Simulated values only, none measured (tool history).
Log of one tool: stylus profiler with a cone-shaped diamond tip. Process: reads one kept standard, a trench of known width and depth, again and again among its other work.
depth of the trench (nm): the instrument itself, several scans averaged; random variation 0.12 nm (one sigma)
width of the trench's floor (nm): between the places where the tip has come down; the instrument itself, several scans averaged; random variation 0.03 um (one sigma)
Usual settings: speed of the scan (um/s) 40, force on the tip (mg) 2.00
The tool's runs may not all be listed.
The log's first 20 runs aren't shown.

run,hour,speed of the scan (um/s),force on the tip (mg),depth of the trench (nm),width of the trench's floor (nm)
21,487.3,40,2.00,506.31,15130
22,514.6,40,2.00,506.04,15120
23,537.3,25,2.00,506.23,15190
24,561.2,18,4.86,511.68,15230
25,576.9,18,4.86,511.90,15260
26,602.3,18,4.86,511.65,15200
27,616.5,108,2.95,508.22,14760
28,634.8,16,2.95,508.04,15140
# hour 638.4: height scale calibrated on a step standard
29,660.7,16,2.95,507.68,15180

The next listed run, before its measurement:
30,694.3,24,4.47,?,?

{"run 30": {"depth of the trench (nm)": 510.67, "width of the trench's floor (nm)": 15210}}
Without the tool's hidden state the same run would have given depth of the trench (nm) 511.95, width of the trench's floor (nm) 15580.
